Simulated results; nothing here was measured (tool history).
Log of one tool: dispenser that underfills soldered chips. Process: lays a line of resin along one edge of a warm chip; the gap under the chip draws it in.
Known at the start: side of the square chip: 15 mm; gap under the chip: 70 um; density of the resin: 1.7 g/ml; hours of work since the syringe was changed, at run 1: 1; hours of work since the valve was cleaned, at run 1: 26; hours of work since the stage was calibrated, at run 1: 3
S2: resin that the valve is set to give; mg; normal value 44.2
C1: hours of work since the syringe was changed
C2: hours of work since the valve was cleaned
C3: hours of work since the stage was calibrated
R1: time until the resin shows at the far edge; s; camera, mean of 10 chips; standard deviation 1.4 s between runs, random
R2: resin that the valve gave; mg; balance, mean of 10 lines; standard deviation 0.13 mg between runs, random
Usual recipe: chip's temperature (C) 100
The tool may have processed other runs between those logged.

{"run": 1, "hour": 0.0, "chip's temperature (C)": 100, "S2": 44.2, "C1": 1, "C2": 26, "C3": 3, "R1": 140.2, "R2": 43.68}
{"run": 2, "hour": 6.2, "chip's temperature (C)": 100, "S2": 44.2, "C1": 5, "C2": 30, "C3": 8, "R1": 176.9, "R2": 43.74}
{"hour": 11.8, "done": "new syringe of resin"}
{"run": 3, "hour": 14.0, "chip's temperature (C)": 100, "S2": 44.2, "C1": 1, "C2": 35, "C3": 12, "R1": 141.7, "R2": 43.62}
{"run": 4, "hour": 22.1, "chip's temperature (C)": 100, "S2": 50.5, "C1": 7, "C2": 40, "C3": 18, "R1": 191.0, "R2": 49.75}
{"hour": 25.4, "done": "new syringe of resin"}
{"run": 5, "hour": 25.9, "chip's temperature (C)": 100, "S2": 50.5, "C1": 0, "C2": 42, "C3": 20, "R1": 135.1, "R2": 49.53}
{"hour": 30.1, "done": "dispensing valve cleaned and set on the balance"}
{"run": 6, "hour": 35.1, "chip's temperature (C)": 100, "S2": 42.8, "C1": 6, "C2": 3, "C3": 25, "R1": 182.5, "R2": 42.82}
{"hour": 40.1, "done": "new syringe of resin"}
{"run": 7, "hour": 41.0, "chip's temperature (C)": 100, "S2": 37.7, "C1": 1, "C2": 7, "C3": 29, "R1": 140.3, "R2": 37.38}
{"run": 8, "hour": 44.6, "chip's temperature (C)": 100, "S2": 37.7, "C1": 3, "C2": 9, "C3": 31, "R1": 162.7, "R2": 37.43}
{"run": 9, "hour": 51.9, "chip's temperature (C)": 100, "S2": 44.2, "C1": 8, "C2": 14, "C3": 36, "R1": 207.0, "R2": 43.84}
{"hour": 53.5, "done": "new syringe of resin"}
{"run": 10, "hour": 57.3, "chip's temperature (C)": 100, "S2": 44.2, "C1": 2, "C2": 17, "C3": 39, "R1": 152.1, "R2": 44.07}
{"run": 11, "hour": 61.9, "chip's temperature (C)": 100, "S2": 44.2, "C1": 5, "C2": 20, "C3": 42, "R1": 184.3, "R2": 43.81}
{"hour": 67.2, "done": "new syringe of resin"}
{"run": 12, "hour": 69.1, "chip's temperature (C)": 100, "S2": 44.2, "C1": 1, "C2": 25, "C3": 47, "R1": 140.9, "R2": 43.66}
{"run": 13, "hour": 73.9, "chip's temperature (C)": 100, "S2": 44.2, "C1": 4, "C2": 28, "C3": 50, "R1": 173.2, "R2": 43.59}
{"run": 14, "hour": 78.6, "chip's temperature (C)": 93, "S2": 44.2, "C1": 7, "C2": 31, "C3": 53, "R1": 275.1, "R2": 43.62}
{"hour": 80.6, "done": "new syringe of resin"}
{"run": 15, "hour": 83.7, "chip's temperature (C)": 93, "S2": 44.2, "C1": 2, "C2": 34, "C3": 56, "R1": 202.6, "R2": 43.48}
{"run": 16, "hour": 88.0, "chip's temperature (C)": 93, "S2": 44.2, "C1": 5, "C2": 37, "C3": 59, "R1": 239.6, "R2": 43.59}
{"hour": 94.0, "done": "new syringe of resin"}
{"run": 17, "hour": 95.6, "chip's temperature (C)": 93, "S2": 44.2, "C1": 1, "C2": 41, "C3": 63, "R1": 191.7, "R2": 43.44}
{"hour": 100.5, "done": "dispensing valve cleaned and set on the balance"}
{"run": 18, "hour": 102.2, "chip's temperature (C)": 93, "S2": 44.2, "C1": 5, "C2": 1, "C3": 67, "R1": 232.8, "R2": 44.28}
{"run": 19, "hour": 106.9, "chip's temperature (C)": 93, "S2": 44.2, "C1": 8, "C2": 4, "C3": 70, "R1": 284.8, "R2": 44.48}
{"hour": 108.5, "done": "new syringe of resin"}
{"run": 20, "hour": 111.7, "chip's temperature (C)": 109, "S2": 41.2, "C1": 2, "C2": 7, "C3": 73, "R1": 106.7, "R2": 41.28}
{"run": 21, "hour": 116.7, "chip's temperature (C)": 100, "S2": 52.1, "C1": 5, "C2": 10, "C3": 76, "R1": 181.0, "R2": 52.16}
{"hour": 121.9, "done": "new syringe of resin"}
{"run": 22, "hour": 124.9, "chip's temperature (C)": 112, "S2": 45.3, "C1": 2, "C2": 15, "C3": 81, "R1": 92.1, "R2": 45.3}
{"run": 23, "hour": 130.2, "chip's temperature (C)": 112, "S2": 45.3, "C1": 5, "C2": 19, "C3": 85, "R1": 111.9, "R2": 45.05}
{"hour": 135.2, "done": "new syringe of resin"}
{"run": 24, "hour": 138.6, "chip's temperature (C)": 103, "S2": 52.3, "C1": 2, "C2": 24, "C3": 90, "R1": 131.7, "R2": 52.03}
{"run": 25, "hour": 142.8, "chip's temperature (C)": 103, "S2": 52.3, "C1": 5, "C2": 27, "C3": 93, "R1": 154.6, "R2": 51.86}
{"hour": 148.6, "done": "new syringe of resin"}
{"run": 26, "hour": 150.1, "chip's temperature (C)": 96, "S2": 55.4, "C1": 1, "C2": 31, "C3": 97, "R1": 169.7, "R2": 54.85}
{"run": 27, "hour": 157.9, "chip's temperature (C)": 100, "S2": 43.6, "C1": 6, "C2": 36, "C3": 102, "R1": 192.4, "R2": 43.21}
{"hour": 162.3, "done": "new syringe of resin"}
{"run": 28, "hour": 165.9, "chip's temperature (C)": 100, "S2": 43.6, "C1": 2, "C2": 41, "C3": 107, "R1": 152.8, "R2": 42.95}
{"hour": 171.0, "done": "dispensing valve cleaned and set on the balance"}
{"run": 29, "hour": 174.0, "chip's temperature (C)": 91, "S2": 43.6, "C1": 7, "C2": 2, "C3": 112, "R1": 300.8, "R2": 43.47}
{"hour": 176.9, "done": "new syringe of resin"}
{"run": 30, "hour": 178.4, "chip's temperature (C)": 88, "S2": 38.7, "C1": 1, "C2": 5, "C3": 115, "R1": 247.5, "R2": 38.65}
{"run": 31, "hour": 183.7, "chip's temperature (C)": 99, "S2": 43.4, "C1": 4, "C2": 8, "C3": 118, "R1": 181.7, "R2": 43.33}
{"hour": 190.3, "done": "new syringe of resin"}
{"run": 32, "hour": 190.3, "chip's temperature (C)": 99, "S2": 43.4, "C1": 0, "C2": 12, "C3": 122, "R1": 141.9, "R2": 43.14}
{"run": 33, "hour": 196.3, "chip's temperature (C)": 91, "S2": 54.9, "C1": 4, "C2": 16, "C3": 126, "R1": 250.3, "R2": 54.57}
{"run": 34, "hour": 203.1, "chip's temperature (C)": 91, "S2": 54.9, "C1": 8, "C2": 20, "C3": 130, "R1": 321.4, "R2": 54.18}
{"hour": 203.8, "done": "new syringe of resin"}
{"run": 35, "hour": 209.8, "chip's temperature (C)": 100, "S2": 44.2, "C1": 4, "C2": 25, "C3": 135, "R1": 167.1, "R2": 43.65}

What if the next run were any one of these 4? Each begins from the tool's condition after run 35:
{"run": "A", "hour": 216.7, "chip's temperature (C)": 102, "S2": 44.2, "C1": 8, "C2": 29, "C3": 139, "R1": "?", "R2": "?"}
{"run": "B", "hour": 216.7, "chip's temperature (C)": 90, "S2": 42.9, "C1": 8, "C2": 29, "C3": 139, "R1": "?", "R2": "?"}
{"run": "C", "hour": 216.7, "chip's temperature (C)": 114, "S2": 42.1, "C1": 8, "C2": 29, "C3": 139, "R1": "?", "R2": "?"}
{"run": "D", "hour": 216.7, "chip's temperature (C)": 112, "S2": 52.3, "C1": 8, "C2": 29, "C3": 139, "R1": "?", "R2": "?"}

run=A R1=201.5 R2=43.64
run=B R1=336.4 R2=42.43
run=C R1=125.2 R2=41.55
run=D R1=133.2 R2=51.68
Stripped of hidden state, with their random variation kept, the same runs would have yielded:
run=A R1=121.7 R2=44.17
run=B R1=202.9 R2=42.94
run=C R1=75.7 R2=42.05
run=D R1=80.9 R2=52.30
